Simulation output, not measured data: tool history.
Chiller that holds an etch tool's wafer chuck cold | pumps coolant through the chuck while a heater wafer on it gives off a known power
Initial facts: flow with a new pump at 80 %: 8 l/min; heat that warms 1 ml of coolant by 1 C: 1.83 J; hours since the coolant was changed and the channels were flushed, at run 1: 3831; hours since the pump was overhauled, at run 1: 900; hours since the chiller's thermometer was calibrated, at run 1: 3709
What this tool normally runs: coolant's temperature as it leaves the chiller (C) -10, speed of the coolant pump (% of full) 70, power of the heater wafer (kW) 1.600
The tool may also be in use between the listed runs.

run,hour,coolant's temperature as it leaves the chiller (C),speed of the coolant pump (% of full),power of the heater wafer (kW),hours since the coolant was changed and the channels were flushed,hours since the pump was overhauled,hours since the chiller's thermometer was calibrated,chuck's temperature once it has settled (C),how much warmer the coolant comes back (C)
1,0.0,-10,70,1.600,3831,900,3709,3.2,7.46
2,26.8,-10,70,1.937,3857,926,3736,5.9,9.03
3,39.3,-10,70,1.937,3870,939,3748,5.8,8.90
4,54.0,-7,70,1.600,3885,954,3763,6.3,7.47
5,75.3,-7,70,1.600,3906,975,3784,6.2,7.42
6,103.7,-6,70,1.600,3934,1003,3813,7.2,7.44
7,119.1,-10,70,1.600,3950,1019,3828,3.1,7.40
# hour 139.6: coolant changed, channels flushed
8,141.5,-10,70,0.892,2,1035,3844,-2.6,4.04
9,162.4,-10,70,1.056,23,1056,3865,-1.5,4.82
10,186.0,-17,70,1.600,46,1080,3889,-3.9,7.32
11,198.7,-3,85,0.860,59,1092,3902,3.0,3.18
12,223.3,-10,70,1.600,84,1117,3926,3.2,7.25
13,243.4,-10,94,2.071,104,1137,3946,3.4,7.07

Run 14 has not been measured yet. What should we expect?
14,260.3,-10,78,1.600,121,1154,3963,?,?

chuck's temperature once it has settled (C): 2.1
how much warmer the coolant comes back (C): 6.49
Had the tool carried no hidden state, the very same run would have given chuck's temperature once it has settled (C) 2.0, how much warmer the coolant comes back (C) 6.69.
